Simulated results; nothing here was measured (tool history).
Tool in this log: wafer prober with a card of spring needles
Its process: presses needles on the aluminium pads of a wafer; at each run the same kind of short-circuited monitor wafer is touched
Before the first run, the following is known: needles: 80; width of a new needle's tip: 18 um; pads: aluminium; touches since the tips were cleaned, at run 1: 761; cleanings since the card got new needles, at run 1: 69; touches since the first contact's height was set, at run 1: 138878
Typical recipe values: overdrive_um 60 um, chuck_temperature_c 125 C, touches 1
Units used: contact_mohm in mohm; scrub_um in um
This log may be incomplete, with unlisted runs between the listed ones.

run   hour  overdrive_um  chuck_temperature_c  touches  touches since the tips were cleaned  cleanings since the card got new needles  touches since the first contact's height was set  contact_mohm  scrub_um
  1      0            60                  125        1                                  761                                        69                                            138878           293      8.99
       8.8  -- tips cleaned on abrasive film
  2   12.1            60                  125        1                                 2061                                        70                                            146368           294      8.94
      18.6  -- tips cleaned on abrasive film
      29.8  -- tips cleaned on abrasive film
  3   36.5            60                  125        2                                 4192                                        72                                            161532           295         9
      40.5  -- tips cleaned on abrasive film
      49.1  -- height of the first contact set anew
      51.5  -- tips cleaned on abrasive film
  4   51.5            60                  125        1                                    0                                        74                                              1425           294      8.99
        63  -- tips cleaned on abrasive film
  5   64.1            60                  125        1                                  701                                        75                                              9264           296      8.95
      72.9  -- tips cleaned on abrasive film
      84.5  -- tips cleaned on abrasive film
  6   90.2            60                  125        1                                 3556                                        77                                             25456           296      9.02
      96.2  -- tips cleaned on abrasive film
     107.5  -- tips cleaned on abrasive film
  7  107.5            60                   87        1                                    0                                        79                                             36165           283      8.99
     118.9  -- tips cleaned on abrasive film
  8  122.8            60                   87        1                                 2464                                        80                                             45662           285      8.99
     130.4  -- tips cleaned on abrasive film
     140.3  -- tips cleaned on abrasive film
  9  142.8            60                  125        1                                 1549                                        82                                             58057           296      8.98

Expected results for the next run?
     151.1  -- tips cleaned on abrasive film
 10  155.6            46                  125        1                                 2815                                        83                                             65991             ?         ?

contact_mohm: 312 mohm
scrub_um: 6.94 um
If the tool had no hidden condition, the same run with the same run-to-run variation would have returned contact_mohm 311 mohm, scrub_um 6.94 um.
